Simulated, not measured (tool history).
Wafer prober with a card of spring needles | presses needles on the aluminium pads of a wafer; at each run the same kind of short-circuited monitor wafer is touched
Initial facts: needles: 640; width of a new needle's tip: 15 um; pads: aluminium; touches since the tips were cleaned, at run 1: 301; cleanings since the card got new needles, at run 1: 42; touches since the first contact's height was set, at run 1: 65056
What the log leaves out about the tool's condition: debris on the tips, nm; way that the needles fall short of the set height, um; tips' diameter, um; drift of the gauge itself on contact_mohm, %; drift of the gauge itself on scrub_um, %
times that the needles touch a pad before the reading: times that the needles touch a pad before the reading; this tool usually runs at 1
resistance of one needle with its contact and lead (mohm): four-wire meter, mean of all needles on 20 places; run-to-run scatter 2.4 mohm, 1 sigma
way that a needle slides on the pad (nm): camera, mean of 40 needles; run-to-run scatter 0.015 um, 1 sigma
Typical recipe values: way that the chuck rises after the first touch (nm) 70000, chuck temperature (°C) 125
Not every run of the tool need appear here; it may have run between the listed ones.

run,day,way that the chuck rises after the first touch (nm),chuck temperature (°C),times that the needles touch a pad before the reading,touches since the tips were cleaned,cleanings since the card got new needles,touches since the first contact's height was set,resistance of one needle with its contact and lead (mohm),way that a needle slides on the pad (nm)
1,0.000,70000,125,1,301,42,65056,275,18870
# day 0.362: tips cleaned on abrasive film
2,0.417,70000,125,1,756,43,70557,273,18860
# day 0.738: tips cleaned on abrasive film
3,0.750,51000,125,1,164,44,74936,282,13750
4,1.079,51000,125,1,4531,44,79303,280,13750
# day 1.104: tips cleaned on abrasive film
# day 1.254: height of the first contact set anew
5,1.338,51000,125,1,2916,45,1103,283,13750
# day 1.500: tips cleaned on abrasive film
6,1.650,51000,125,1,2008,46,5237,282,13750
# day 1.858: tips cleaned on abrasive film
7,2.021,51000,125,1,2153,47,10096,279,13740
# day 2.229: tips cleaned on abrasive film
8,2.371,51000,125,1,1893,48,14706,280,13740
# day 2.612: tips cleaned on abrasive film
9,2.758,51000,67,1,1971,49,19807,264,13750
# day 2.979: tips cleaned on abrasive film
10,3.138,70000,125,1,2115,50,24797,269,18860
# day 3.342: tips cleaned on abrasive film
11,3.471,70000,125,1,1760,51,29188,278,18870
# day 3.712: tips cleaned on abrasive film
12,3.871,70000,125,1,2151,52,34444,273,18860
# day 4.079: tips cleaned on abrasive film
13,4.242,70000,125,1,2149,53,39277,275,18850
# day 4.467: tips cleaned on abrasive film
14,4.508,70000,125,1,600,54,42811,277,18850
# day 4.833: tips cleaned on abrasive film
15,4.904,70000,125,1,933,55,48014,272,18860
16,5.142,70000,125,2,4057,55,51138,270,18860
# day 5.200: tips cleaned on abrasive film
17,5.354,70000,31,2,2056,56,53927,247,18850
# day 5.583: tips cleaned on abrasive film
18,5.700,61000,125,2,1546,57,58464,279,16440
# day 5.946: tips cleaned on abrasive film
19,5.950,61000,45,1,53,58,61748,254,16440
20,6.138,70000,75,1,2524,58,64219,257,18860
# day 6.329: tips cleaned on abrasive film
21,6.412,87000,125,1,1093,59,67835,269,23450
# day 6.704: tips cleaned on abrasive film
22,6.712,79000,78,1,107,60,71768,258,21290
23,7.038,79000,117,2,4415,60,76076,269,21290
# day 7.075: tips cleaned on abrasive film
24,7.308,79000,117,2,3095,61,79617,264,21300
# day 7.458: tips cleaned on abrasive film
# day 7.471: height of the first contact set anew
25,7.542,65000,30,2,942,62,942,250,17550
# day 7.854: tips cleaned on abrasive film
26,7.946,85000,125,1,1253,63,6302,271,22940
# day 8.221: tips cleaned on abrasive film
27,8.375,77000,94,2,2032,64,11915,261,20780
# day 8.612: tips cleaned on abrasive film
28,8.750,77000,94,2,1847,65,16864,264,20770
# day 8.979: tips cleaned on abrasive film
29,9.112,88000,94,1,1752,66,21594,262,23720
# day 9.342: tips cleaned on abrasive film
30,9.521,54000,125,1,2392,67,26978,279,14570
# day 9.700: tips cleaned on abrasive film
31,9.829,58000,100,1,1733,68,31059,270,15630
# day 10.062: tips cleaned on abrasive film
32,10.246,71000,34,2,2473,69,36537,246,19120

Below are 3 alternative next runs, each starting from the tool's condition after run 32. Predict each:
# day 10.425: tips cleaned on abrasive film
A,10.442,53000,73,3,239,70,39073,?,?
# day 10.425: tips cleaned on abrasive film
B,10.442,64000,73,2,239,70,39073,?,?
# day 10.425: tips cleaned on abrasive film
C,10.442,61000,125,1,239,70,39073,?,?

run,resistance of one needle with its contact and lead (mohm),way that a needle slides on the pad (nm)
A,265,14320
B,262,17290
C,274,16440
With no hidden state in the tool, these same runs would have given:
run,resistance of one needle with its contact and lead (mohm),way that a needle slides on the pad (nm)
A,265,14320
B,262,17290
C,274,16450
